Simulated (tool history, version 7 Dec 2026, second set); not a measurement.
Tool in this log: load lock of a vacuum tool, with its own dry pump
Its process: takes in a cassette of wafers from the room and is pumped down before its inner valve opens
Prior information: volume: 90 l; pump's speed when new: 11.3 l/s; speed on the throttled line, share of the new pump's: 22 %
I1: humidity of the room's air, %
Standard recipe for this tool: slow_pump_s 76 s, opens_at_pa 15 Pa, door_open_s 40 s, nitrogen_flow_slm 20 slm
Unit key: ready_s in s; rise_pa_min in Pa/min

run 1 hour=0.0 | slow_pump_s=76 opens_at_pa=15 door_open_s=40 nitrogen_flow_slm=20 | I1=41.2 | ready_s=141.7 rise_pa_min=0.025
run 2 hour=247.0 | slow_pump_s=76 opens_at_pa=15 door_open_s=40 nitrogen_flow_slm=20 | I1=43.9 | ready_s=142.3 rise_pa_min=0.029
run 3 hour=560.0 | slow_pump_s=76 opens_at_pa=15 door_open_s=40 nitrogen_flow_slm=20 | I1=45.2 | ready_s=142.8 rise_pa_min=0.028
run 4 hour=827.1 | slow_pump_s=76 opens_at_pa=15 door_open_s=40 nitrogen_flow_slm=20 | I1=48.2 | ready_s=142.2 rise_pa_min=0.030
-- hour=879.5 dry pump taken out, an overhauled one fitted
run 5 hour=1306.2 | slow_pump_s=76 opens_at_pa=15 door_open_s=34 nitrogen_flow_slm=20 | I1=46.0 | ready_s=129.7 rise_pa_min=0.033
run 6 hour=1551.9 | slow_pump_s=76 opens_at_pa=15 door_open_s=34 nitrogen_flow_slm=20 | I1=48.0 | ready_s=130.0 rise_pa_min=0.035
run 7 hour=1871.6 | slow_pump_s=76 opens_at_pa=15 door_open_s=34 nitrogen_flow_slm=20 | I1=43.2 | ready_s=130.3 rise_pa_min=0.038
run 8 hour=2129.8 | slow_pump_s=76 opens_at_pa=15 door_open_s=40 nitrogen_flow_slm=20 | I1=44.7 | ready_s=132.3 rise_pa_min=0.036
run 9 hour=2466.1 | slow_pump_s=76 opens_at_pa=15 door_open_s=40 nitrogen_flow_slm=20 | I1=47.3 | ready_s=131.9 rise_pa_min=0.041
run 10 hour=2842.3 | slow_pump_s=76 opens_at_pa=15 door_open_s=40 nitrogen_flow_slm=20 | I1=45.8 | ready_s=131.8 rise_pa_min=0.040
run 11 hour=3085.9 | slow_pump_s=76 opens_at_pa=15 door_open_s=40 nitrogen_flow_slm=20 | I1=46.6 | ready_s=131.6 rise_pa_min=0.050
run 12 hour=3413.2 | slow_pump_s=76 opens_at_pa=15 door_open_s=40 nitrogen_flow_slm=20 | I1=47.2 | ready_s=132.3 rise_pa_min=0.051
run 13 hour=3937.9 | slow_pump_s=78 opens_at_pa=15 door_open_s=40 nitrogen_flow_slm=20 | I1=45.9 | ready_s=132.1 rise_pa_min=0.055
run 14 hour=4381.1 | slow_pump_s=78 opens_at_pa=15 door_open_s=40 nitrogen_flow_slm=20 | I1=44.3 | ready_s=137.2 rise_pa_min=0.058
run 15 hour=4901.2 | slow_pump_s=76 opens_at_pa=15 door_open_s=40 nitrogen_flow_slm=20 | I1=43.9 | ready_s=133.7 rise_pa_min=0.070
run 16 hour=5170.7 | slow_pump_s=76 opens_at_pa=15 door_open_s=40 nitrogen_flow_slm=37 | I1=44.4 | ready_s=135.4 rise_pa_min=0.065
run 17 hour=5685.1 | slow_pump_s=76 opens_at_pa=15 door_open_s=40 nitrogen_flow_slm=20 | I1=45.6 | ready_s=135.2 rise_pa_min=0.075
run 18 hour=6158.6 | slow_pump_s=76 opens_at_pa=23 door_open_s=40 nitrogen_flow_slm=20 | I1=46.2 | ready_s=133.0 rise_pa_min=0.085
run 19 hour=6574.5 | slow_pump_s=98 opens_at_pa=14 door_open_s=40 nitrogen_flow_slm=5 | I1=44.0 | ready_s=154.1 rise_pa_min=0.108
run 20 hour=6811.5 | slow_pump_s=76 opens_at_pa=15 door_open_s=118 nitrogen_flow_slm=26 | I1=47.1 | ready_s=138.4 rise_pa_min=0.097
run 21 hour=7107.6 | slow_pump_s=76 opens_at_pa=15 door_open_s=118 nitrogen_flow_slm=26 | I1=44.9 | ready_s=135.5 rise_pa_min=0.099
run 22 hour=7458.6 | slow_pump_s=73 opens_at_pa=15 door_open_s=118 nitrogen_flow_slm=9 | I1=46.4 | ready_s=133.8 rise_pa_min=0.124
run 23 hour=7998.1 | slow_pump_s=73 opens_at_pa=15 door_open_s=118 nitrogen_flow_slm=9 | I1=44.2 | ready_s=136.1 rise_pa_min=0.125
run 24 hour=8315.6 | slow_pump_s=73 opens_at_pa=15 door_open_s=118 nitrogen_flow_slm=9 | I1=41.8 | ready_s=136.2 rise_pa_min=0.135
run 25 hour=8861.1 | slow_pump_s=60 opens_at_pa=15 door_open_s=35 nitrogen_flow_slm=20 | I1=45.6 | ready_s=127.8 rise_pa_min=0.125
run 26 hour=9372.4 | slow_pump_s=122 opens_at_pa=24 door_open_s=42 nitrogen_flow_slm=20 | I1=46.6 | ready_s=169.6 rise_pa_min=0.131
run 27 hour=9937.3 | slow_pump_s=122 opens_at_pa=24 door_open_s=42 nitrogen_flow_slm=20 | I1=43.5 | ready_s=167.7 rise_pa_min=0.150
run 28 hour=10426.5 | slow_pump_s=122 opens_at_pa=24 door_open_s=42 nitrogen_flow_slm=20 | I1=46.9 | ready_s=169.3 rise_pa_min=0.156
run 29 hour=10741.8 | slow_pump_s=126 opens_at_pa=10 door_open_s=151 nitrogen_flow_slm=24 | I1=47.2 | ready_s=180.8 rise_pa_min=0.175
run 30 hour=11165.6 | slow_pump_s=44 opens_at_pa=15 door_open_s=40 nitrogen_flow_slm=14 | I1=43.9 | ready_s=119.1 rise_pa_min=0.174
-- hour=11257.4 door's seal changed, seat wiped
run 31 hour=11738.6 | slow_pump_s=44 opens_at_pa=15 door_open_s=40 nitrogen_flow_slm=14 | I1=46.4 | ready_s=121.2 rise_pa_min=0.037
-- hour=11812.6 dry pump taken out, an overhauled one fitted
run 32 hour=12088.7 | slow_pump_s=50 opens_at_pa=15 door_open_s=193 nitrogen_flow_slm=20 | I1=44.2 | ready_s=110.3 rise_pa_min=0.043
run 33 hour=12525.2 | slow_pump_s=76 opens_at_pa=15 door_open_s=40 nitrogen_flow_slm=31 | I1=45.9 | ready_s=128.8 rise_pa_min=0.031
run 34 hour=12768.1 | slow_pump_s=76 opens_at_pa=15 door_open_s=53 nitrogen_flow_slm=13 | I1=42.3 | ready_s=130.8 rise_pa_min=0.032
run 35 hour=13322.9 | slow_pump_s=76 opens_at_pa=15 door_open_s=53 nitrogen_flow_slm=13 | I1=42.7 | ready_s=131.4 rise_pa_min=0.047
run 36 hour=13717.0 | slow_pump_s=76 opens_at_pa=15 door_open_s=104 nitrogen_flow_slm=20 | I1=46.1 | ready_s=131.2 rise_pa_min=0.050

Branching from run 36: 4 alternative next runs. What would each branch give?
run A hour=13962.9 | slow_pump_s=113 opens_at_pa=15 door_open_s=104 nitrogen_flow_slm=20 | I1=44.4 | ready_s=? rise_pa_min=?
run B hour=13962.9 | slow_pump_s=76 opens_at_pa=22 door_open_s=40 nitrogen_flow_slm=30 | I1=45.2 | ready_s=? rise_pa_min=?
run C hour=13962.9 | slow_pump_s=76 opens_at_pa=11 door_open_s=104 nitrogen_flow_slm=7 | I1=45.3 | ready_s=? rise_pa_min=?
run D hour=13962.9 | slow_pump_s=76 opens_at_pa=29 door_open_s=104 nitrogen_flow_slm=20 | I1=46.6 | ready_s=? rise_pa_min=?

run=A ready_s=161.4 rise_pa_min=0.055
run=B ready_s=129.6 rise_pa_min=0.037
run=C ready_s=133.9 rise_pa_min=0.062
run=D ready_s=125.2 rise_pa_min=0.053
Without the tool's unlogged condition, the same runs would have read:
run=A ready_s=159.4 rise_pa_min=0.038
run=B ready_s=127.4 rise_pa_min=0.020
run=C ready_s=131.6 rise_pa_min=0.045
run=D ready_s=123.1 rise_pa_min=0.036
